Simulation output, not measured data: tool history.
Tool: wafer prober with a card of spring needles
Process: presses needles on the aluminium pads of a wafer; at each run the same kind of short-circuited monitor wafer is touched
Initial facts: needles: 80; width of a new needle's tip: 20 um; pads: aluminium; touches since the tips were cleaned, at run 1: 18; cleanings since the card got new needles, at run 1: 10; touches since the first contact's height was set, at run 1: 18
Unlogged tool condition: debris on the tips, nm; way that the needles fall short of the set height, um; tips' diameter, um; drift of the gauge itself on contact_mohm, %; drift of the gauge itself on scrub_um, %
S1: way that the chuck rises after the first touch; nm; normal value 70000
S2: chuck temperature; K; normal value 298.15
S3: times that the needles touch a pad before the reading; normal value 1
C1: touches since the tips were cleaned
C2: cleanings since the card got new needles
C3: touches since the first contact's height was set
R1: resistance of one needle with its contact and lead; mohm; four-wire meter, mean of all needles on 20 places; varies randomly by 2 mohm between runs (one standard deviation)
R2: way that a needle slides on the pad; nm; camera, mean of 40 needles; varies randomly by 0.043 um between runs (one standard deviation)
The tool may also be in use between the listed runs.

Run 1, hour 0.0: usual settings; C1 18; C2 10; C3 18. Result: R1 224 mohm, R2 16980 nm.
At hour 28.8: tips cleaned on abrasive film.
At hour 58.4: tips cleaned on abrasive film.
Run 2, hour 68.1: usual settings; C1 2178; C2 12; C3 15162. Result: R1 261 mohm, R2 16850 nm.
At hour 87.9: tips cleaned on abrasive film.
At hour 120.5: tips cleaned on abrasive film.
Run 3, hour 121.0: usual settings but S2 309.15 K; C1 114; C2 14; C3 26910. Result: R1 229 mohm, R2 16930 nm.
At hour 152.5: tips cleaned on abrasive film.
Run 4, hour 155.1: usual settings but S1 87000 nm; C1 597; C2 15; C3 34485. Result: R1 228 mohm, R2 20980 nm.
At hour 180.1: tips cleaned on abrasive film.
At hour 212.3: tips cleaned on abrasive film.
Run 5, hour 218.7: usual settings but S1 87000 nm; C1 1418; C2 17; C3 48611. Result: R1 235 mohm, R2 20960 nm.
At hour 244.5: tips cleaned on abrasive film.
Run 6, hour 253.2: usual settings but S1 87000 nm; C1 1934; C2 18; C3 56266. Result: R1 242 mohm, R2 20930 nm.
At hour 272.5: tips cleaned on abrasive film.
At hour 301.2: tips cleaned on abrasive film.
Run 7, hour 301.2: usual settings but S1 87000 nm; C1 0; C2 20; C3 66924. Result: R1 220 mohm, R2 20820 nm.
At hour 320.3: height of the first contact set anew.
At hour 334.1: tips cleaned on abrasive film.
At hour 361.7: tips cleaned on abrasive film.
Run 8, hour 365.9: usual settings but S3 2; C1 948; C2 22; C3 10136. Result: R1 230 mohm, R2 16890 nm.
At hour 391.2: tips cleaned on abrasive film.
At hour 419.4: tips cleaned on abrasive film.
Run 9, hour 433.1: usual settings; C1 3044; C2 24; C3 25057. Result: R1 273 mohm, R2 16850 nm.
At hour 451.8: tips cleaned on abrasive film.
Run 10, hour 466.3: usual settings; C1 3239; C2 25; C3 32447. Result: R1 271 mohm, R2 16840 nm.
At hour 483.8: tips cleaned on abrasive film.
At hour 514.8: tips cleaned on abrasive film.
Run 11, hour 523.6: usual settings but S1 88000 nm; C1 1947; C2 27; C3 45161. Result: R1 239 mohm, R2 21180 nm.
At hour 545.1: tips cleaned on abrasive film.
Run 12, hour 559.2: usual settings but S1 88000 nm; C1 3146; C2 28; C3 53071. Result: R1 249 mohm, R2 21100 nm.
At hour 576.9: tips cleaned on abrasive film.
At hour 606.3: tips cleaned on abrasive film.
Run 13, hour 628.8: usual settings but S1 88000 nm; C1 5003; C2 30; C3 68542. Result: R1 266 mohm, R2 21010 nm.
At hour 634.3: tips cleaned on abrasive film.
At hour 642.8: height of the first contact set anew.
At hour 663.8: tips cleaned on abrasive film.
Run 14, hour 681.0: usual settings but S1 88000 nm; C1 3832; C2 32; C3 8482. Result: R1 260 mohm, R2 21280 nm.
At hour 694.4: tips cleaned on abrasive film.
At hour 725.9: tips cleaned on abrasive film.
Run 15, hour 739.3: usual settings but S1 88000 nm; C1 3003; C2 34; C3 21443. Result: R1 248 mohm, R2 21340 nm.
At hour 756.4: tips cleaned on abrasive film.
At hour 790.1: tips cleaned on abrasive film.
Run 16, hour 805.0: usual settings but S1 88000 nm, S2 327.15 K, S3 2; C1 3324; C2 36; C3 36042. Result: R1 246 mohm, R2 21200 nm.
At hour 818.0: tips cleaned on abrasive film.
At hour 849.2: tips cleaned on abrasive film.
Run 17, hour 853.7: usual settings but S1 61000 nm, S2 369.15 K, S3 2; C1 986; C2 38; C3 46835. Result: R1 258 mohm, R2 14600 nm.
At hour 877.9: tips cleaned on abrasive film.
At hour 908.1: tips cleaned on abrasive film.
Run 18, hour 925.6: usual settings but S1 66000 nm, S2 333.15 K; C1 3892; C2 40; C3 62818. Result: R1 303 mohm, R2 15740 nm.
At hour 937.9: tips cleaned on abrasive film.
At hour 965.3: tips cleaned on abrasive film.
At hour 965.6: height of the first contact set anew.
Run 19, hour 990.4: usual settings but S1 87000 nm, S2 397.15 K; C1 5509; C2 42; C3 5509. Result: R1 289 mohm, R2 21100 nm.
At hour 994.7: tips cleaned on abrasive film.
At hour 1025.7: tips cleaned on abrasive film.
Run 20, hour 1049.4: usual settings but S1 87000 nm, S2 397.15 K; C1 5284; C2 44; C3 18619. Result: R1 285 mohm, R2 21010 nm.
At hour 1054.2: tips cleaned on abrasive film.
At hour 1084.1: tips cleaned on abrasive film.
Run 21, hour 1108.7: usual settings but S1 68000 nm, S2 321.15 K; C1 5476; C2 46; C3 31799. Result: R1 309 mohm, R2 16410 nm.
At hour 1112.6: tips cleaned on abrasive film.
At hour 1142.3: tips cleaned on abrasive film.
Run 22, hour 1166.0: usual settings but S1 50000 nm, S2 312.15 K, S3 2; C1 5271; C2 48; C3 44517. Result: R1 306 mohm, R2 11990 nm.
At hour 1174.9: tips cleaned on abrasive film.
At hour 1203.8: tips cleaned on abrasive film.
Run 23, hour 1215.7: usual settings but S1 81000 nm, S2 370.15 K; C1 2664; C2 50; C3 55560. Result: R1 267 mohm, R2 19490 nm.
At hour 1233.4: tips cleaned on abrasive film.
At hour 1261.4: tips cleaned on abrasive film.
Run 24, hour 1266.1: usual settings; C1 1043; C2 52; C3 66753. Result: R1 241 mohm, R2 16750 nm.
At hour 1290.5: tips cleaned on abrasive film.
At hour 1290.8: height of the first contact set anew.
At hour 1320.3: tips cleaned on abrasive film.
Run 25, hour 1327.8: usual settings but S1 89000 nm, S2 333.15 K; C1 1655; C2 54; C3 8219. Result: R1 248 mohm, R2 21580 nm.
At hour 1352.8: tips cleaned on abrasive film.
At hour 1383.4: tips cleaned on abrasive film.
Run 26, hour 1383.4: usual settings but S1 52000 nm; C1 0; C2 56; C3 20581. Result: R1 236 mohm, R2 12540 nm.
At hour 1412.7: tips cleaned on abrasive film.
Run 27, hour 1418.8: usual settings but S1 56000 nm; C1 1356; C2 57; C3 28440. Result: R1 277 mohm, R2 13450 nm.
At hour 1443.4: tips cleaned on abrasive film.
At hour 1476.5: tips cleaned on abrasive film.
Run 28, hour 1486.6: usual settings but S1 67000 nm, S2 348.15 K, S3 2; C1 2273; C2 59; C3 43521. Result: R1 262 mohm, R2 16110 nm.
At hour 1505.9: tips cleaned on abrasive film.
Run 29, hour 1527.0: usual settings but S1 57000 nm, S2 323.15 K; C1 4684; C2 60; C3 52484. Result: R1 337 mohm, R2 13600 nm.

Below are 5 alternative next runs, each starting from the tool's condition after run 29. Predict each:
At hour 1535.5: tips cleaned on abrasive film.
At hour 1566.9: tips cleaned on abrasive film.
Run A, hour 1582.1: usual settings but S1 76000 nm, S2 307.15 K; C1 3392; C2 62; C3 64738. Result: R1 ?, R2 ?.
At hour 1535.5: tips cleaned on abrasive film.
At hour 1566.9: tips cleaned on abrasive film.
Run B, hour 1582.1: usual settings but S1 57000 nm, S2 311.15 K; C1 3392; C2 62; C3 64738. Result: R1 ?, R2 ?.
At hour 1535.5: tips cleaned on abrasive film.
At hour 1566.9: tips cleaned on abrasive film.
Run C, hour 1582.1: usual settings but S1 69000 nm, S2 323.15 K; C1 3392; C2 62; C3 64738. Result: R1 ?, R2 ?.
At hour 1535.5: tips cleaned on abrasive film.
At hour 1566.9: tips cleaned on abrasive film.
Run D, hour 1582.1: usual settings but S1 85000 nm, S2 302.15 K, S3 3; C1 3392; C2 62; C3 64738. Result: R1 ?, R2 ?.
At hour 1535.5: tips cleaned on abrasive film.
At hour 1566.9: tips cleaned on abrasive film.
Run E, hour 1582.1: usual settings but S1 60000 nm, S2 384.15 K; C1 3392; C2 62; C3 64738. Result: R1 ?, R2 ?.

run   R1     R2
  A  275  18110
  B  319  13600
  C  288  16480
  D  228  20360
  E  316  14280
Without the tool's hidden state the same runs would have given:
run   R1     R2
  A  219  18350
  B  224  13840
  C  223  16720
  D  211  20600
  E  240  14520

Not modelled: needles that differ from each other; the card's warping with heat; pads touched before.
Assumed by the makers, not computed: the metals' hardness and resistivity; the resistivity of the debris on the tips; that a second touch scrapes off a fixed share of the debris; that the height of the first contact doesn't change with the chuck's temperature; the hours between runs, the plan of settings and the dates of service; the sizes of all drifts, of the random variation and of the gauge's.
